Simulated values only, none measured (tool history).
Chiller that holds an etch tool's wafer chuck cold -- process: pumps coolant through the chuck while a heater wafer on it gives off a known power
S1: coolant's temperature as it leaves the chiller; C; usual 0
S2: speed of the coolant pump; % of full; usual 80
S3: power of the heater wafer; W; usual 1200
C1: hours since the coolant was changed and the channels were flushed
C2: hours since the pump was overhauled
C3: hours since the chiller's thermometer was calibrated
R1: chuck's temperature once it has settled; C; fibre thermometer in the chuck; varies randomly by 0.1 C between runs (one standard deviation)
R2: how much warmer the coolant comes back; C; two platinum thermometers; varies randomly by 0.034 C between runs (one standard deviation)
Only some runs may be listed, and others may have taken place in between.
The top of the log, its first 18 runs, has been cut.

run	hour	S1	S2	S3	C1	C2	C3	R1	R2
19	364.3	0	69	902	4716	695	1889	8.9	4.59
20	383.4	0	80	1568	4736	714	1908	14	6.94
21	409.1	0	80	1471	4761	739	1933	13.3	6.48
22	430.7	0	80	1471	4783	761	1955	13.2	6.51
23	454.1	-5	88	1108	4806	784	1978	4.3	4.44
24	483	0	70	1174	4835	813	2007	11.6	5.88
25	495.7	0	60	1292	4848	826	2020	14.2	7.6
26	510.1	0	60	1292	4862	840	2034	14	7.57
27	530.6	7	60	1557	4883	861	2055	24.2	9.08
28	544.2	7	60	1557	4896	875	2069	24.1	9.08
29	559.5	9	65	759	4912	890	2084	16.9	4.04
30	584.8	-9	68	1789	4937	915	2109	9	9.3

Run 31, settings as shown, results not yet in. Your forecast:
31	610.9	-9	68	1789	4963	941	2135	?	?

{"run 31": {"R1": 8.9, "R2": 9.19}}
Without the tool's hidden state the same run would have given R1 8.9 C, R2 9.33 C.
